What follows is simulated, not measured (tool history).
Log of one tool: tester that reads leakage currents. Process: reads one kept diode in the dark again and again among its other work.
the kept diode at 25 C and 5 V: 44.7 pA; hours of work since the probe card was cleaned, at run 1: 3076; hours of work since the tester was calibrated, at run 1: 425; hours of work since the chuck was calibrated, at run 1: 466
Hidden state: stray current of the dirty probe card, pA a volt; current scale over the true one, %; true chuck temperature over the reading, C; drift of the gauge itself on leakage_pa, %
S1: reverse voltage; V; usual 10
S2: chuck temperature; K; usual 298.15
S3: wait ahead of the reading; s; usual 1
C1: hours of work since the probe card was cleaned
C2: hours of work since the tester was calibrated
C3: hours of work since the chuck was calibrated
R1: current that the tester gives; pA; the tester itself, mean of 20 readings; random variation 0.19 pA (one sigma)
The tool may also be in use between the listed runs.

run    hour    S1      S2    S3    C1    C2    C3      R1
  1       0    10  298.15     1  3076   425   466   76.18
  2    52.9    10  298.15     1  3097   447   487   76.21
  3    90.5    10  298.15     1  3112   462   502   76.17
  4   133.9    10  298.15     1  3130   479   519   75.77
  5   198.4    10  298.15     1  3156   505   545   76.59
  6     276    10  298.15     1  3187   536   576   76.38
      342.4  -- probe card cleaned and baked
  7   356.5    10  298.15     1     6   567   607   60.34
  8   438.3    10  298.15     1    38   600   640   60.88
  9   481.1    10  298.15     1    56   617   657   60.28
 10   541.1    10  298.15     1    80   641   681   61.06
 11   585.9    10  298.15     1    98   659   699   60.86
 12   636.8   1.9  298.15     1   118   679   720   29.42
 13   700.8    10  298.15   1.9   144   705   745   59.48
 14   764.8    10  298.15   1.9   169   731   771   59.97
 15   844.7    10  298.15  9.61   201   763   803   58.65
 16   901.3    10  298.15  9.61   224   785   826   58.39
 17   974.5    10  298.15  0.41   253   815   855   64.68
 18  1042.7    10  298.15     1   281   842   882   61.27
 19  1088.5    10  298.15     1   299   860   901   61.24
 20    1130    10  298.15     1   316   877   917   61.05
 21  1170.1   4.2  300.15  0.33   332   893   933    50.4
 22    1235   2.5  308.15  0.82   358   919   959   68.71
 23  1308.5   2.5  308.15  0.82   387   949   989   68.71
 24  1363.5  12.8  295.15     1   409   971  1011   55.98
 25  1403.4  12.8  295.15     1   425   987  1027   55.96
 26  1486.3  12.8  295.15     1   458  1020  1060   56.35
 27  1561.6  16.4  296.15  2.58   489  1050  1090   65.21
 28  1638.9   2.3  297.15  6.54   520  1081  1121   29.22
 29  1675.1     9  319.15  4.64   534  1095  1136   243.9
     1734.4  -- chuck's temperature calibrated
 30  1747.5   2.5  319.15   5.3   562  1124     5  152.18
 31  1818.4   5.4  298.15     1   591  1152    34   49.81
 32  1882.3   4.3  297.15  0.91   616  1178    59   42.11
 33  1928.8     3  302.15  0.48   635  1196    78   52.14
 34  2012.9   3.1  301.15     1   669  1230   112   48.16
 35  2073.8   3.1  305.15     1   693  1254   136   63.83
 36    2108   2.7  297.15     1   707  1268   150    34.1
 37  2191.7   5.2  328.15   0.5   740  1302   183  369.36
 38  2230.2   6.9  298.15  0.68   756  1317   199   56.61
 39  2306.6   6.9  298.15  0.68   786  1348   229   56.82

4 ways to go on from here, each from the tool as it stands after run 39. What would each give?
  A  2386.3  11.3  323.15   2.5  818  1380  261   ?
  B  2386.3   6.9  312.15  0.68  818  1380  261   ?
  C  2386.3   8.5  298.15  0.35  818  1380  261   ?
  D  2386.3  16.6  299.15  2.72  818  1380  261   ?

run      R1
  A  368.99
  B  146.37
  C   65.41
  D   87.73
Without the tool's hidden state the same runs would have given:
run      R1
  A  363.97
  B  143.43
  C   61.87
  D   80.87
